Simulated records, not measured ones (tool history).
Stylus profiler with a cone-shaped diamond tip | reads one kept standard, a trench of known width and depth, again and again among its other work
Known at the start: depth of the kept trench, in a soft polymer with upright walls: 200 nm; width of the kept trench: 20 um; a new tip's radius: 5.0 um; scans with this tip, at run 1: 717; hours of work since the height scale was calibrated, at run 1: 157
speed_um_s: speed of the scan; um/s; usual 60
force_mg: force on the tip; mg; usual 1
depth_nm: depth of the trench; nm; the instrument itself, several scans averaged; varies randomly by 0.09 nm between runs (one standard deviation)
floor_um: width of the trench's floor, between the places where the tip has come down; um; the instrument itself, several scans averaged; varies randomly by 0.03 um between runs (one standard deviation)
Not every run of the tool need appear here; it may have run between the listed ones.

run,hour,speed_um_s,force_mg,scans with this tip,hours of work since the height scale was calibrated,depth_nm,floor_um
1,0,60,1,717,157,201.73,16.73
2,9.2,60,1,737,162,201.59,16.8
3,23.9,60,1,770,169,201.58,16.73
4,31.1,60,1.85,785,172,202.57,16.85
5,45.6,230,1.85,817,179,202.55,15.87
6,52.5,60,0.93,832,182,201.54,16.67
7,60.6,230,1,850,186,201.6,15.42
8,76.6,230,1,885,194,201.55,15.46
9,85.7,230,1,905,198,201.54,15.39
10,101.9,230,1,940,206,201.6,15.45
11,111.6,230,1,961,211,201.67,15.35
12,123.6,230,1,988,216,201.63,15.4
13,132,230,1,1006,220,201.67,15.41
14,139.9,22,1,1023,224,201.55,16.96
15,150.9,68,2.47,1047,229,203.05,16.88
16,166.8,68,2.47,1082,237,203.08,16.85
17,178.8,73,1.26,1108,243,202.05,16.66
18,192.2,73,1.26,1138,249,201.77,16.67
19,203.1,73,1.26,1161,254,201.85,16.7
20,214,43,0.73,1185,260,201.32,16.75
21,225.6,43,0.73,1211,265,201.25,16.77
22,240,43,0.73,1242,272,201.43,16.74
23,252.2,46,0.73,1269,278,201.23,16.73

Alternative continuations, all from the tool just after run 23; predict every row:
A,260.3,16,0.49,1286,282,?,?
B,260.3,19,1,1286,282,?,?
C,260.3,60,0.87,1286,282,?,?
D,260.3,36,1.99,1286,282,?,?

run,depth_nm,floor_um
A,201.08,16.94
B,201.58,17.04
C,201.44,16.65
D,202.53,16.95
What these runs would have given with no unlogged condition in the tool:
run,depth_nm,floor_um
A,201.3,16.98
B,201.8,17.09
C,201.67,16.7
D,202.75,16.99
